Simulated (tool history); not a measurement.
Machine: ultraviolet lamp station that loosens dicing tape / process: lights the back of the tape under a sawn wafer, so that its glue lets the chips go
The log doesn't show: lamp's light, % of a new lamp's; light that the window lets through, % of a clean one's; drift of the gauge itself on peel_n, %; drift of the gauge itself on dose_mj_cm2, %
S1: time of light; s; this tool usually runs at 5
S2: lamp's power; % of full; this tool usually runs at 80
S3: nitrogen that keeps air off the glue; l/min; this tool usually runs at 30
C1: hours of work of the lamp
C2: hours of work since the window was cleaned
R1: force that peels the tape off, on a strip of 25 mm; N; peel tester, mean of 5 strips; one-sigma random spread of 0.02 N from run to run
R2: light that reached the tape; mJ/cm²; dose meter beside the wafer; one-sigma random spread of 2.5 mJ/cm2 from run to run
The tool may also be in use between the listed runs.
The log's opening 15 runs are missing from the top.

run,hour,S1,S2,S3,C1,C2,R1,R2
16,803.3,9,80,30,783,185,0.327,524
17,846.0,9,80,30,801,203,0.325,524
18,889.1,9,80,30,819,222,0.327,521
19,921.2,5,80,30,833,235,0.945,288
20,989.2,6,78,15,862,264,0.947,336
21,1053.3,10,96,15,889,291,0.280,689
22,1100.5,8,96,26,909,311,0.319,552
23,1178.5,8,96,29,942,344,0.306,558
24,1211.9,8,96,29,957,359,0.317,559
25,1254.0,8,96,29,974,377,0.308,556
26,1318.8,7,96,29,1002,404,0.371,488
# hour 1335.8: window cleaned of glue's vapour
27,1386.3,7,88,26,1030,21,0.441,445
28,1435.6,3,88,26,1051,42,1.958,192
29,1503.6,3,76,16,1080,71,2.720,163
# hour 1549.3: lamp changed
30,1569.3,4,71,11,8,99,2.362,204
31,1645.7,5,66,16,41,131,1.667,241
32,1720.4,4,80,10,73,163,2.019,228
33,1797.1,2,69,11,105,196,4.458,100
34,1861.4,6,69,10,133,223,1.408,301
35,1895.0,5,90,45,147,237,0.667,323
36,1931.9,5,90,22,163,253,0.857,326
37,2004.1,8,80,18,193,283,0.487,467
38,2060.4,4,80,19,217,307,1.656,231

Predict each of these 4 candidate next runs independently; none follows another, all start after run 38:
A,2114.1,9,68,30,240,330,?,?
B,2114.1,4,80,29,240,330,?,?
C,2114.1,3,77,11,240,330,?,?
D,2114.1,4,80,56,240,330,?,?

run,R1,R2
A,0.425,445
B,1.363,230
C,2.971,165
D,1.180,233
With the hidden condition removed and each run's random variation left untouched, the same runs would have given:
run,R1,R2
A,0.424,445
B,1.360,231
C,2.967,165
D,1.177,233
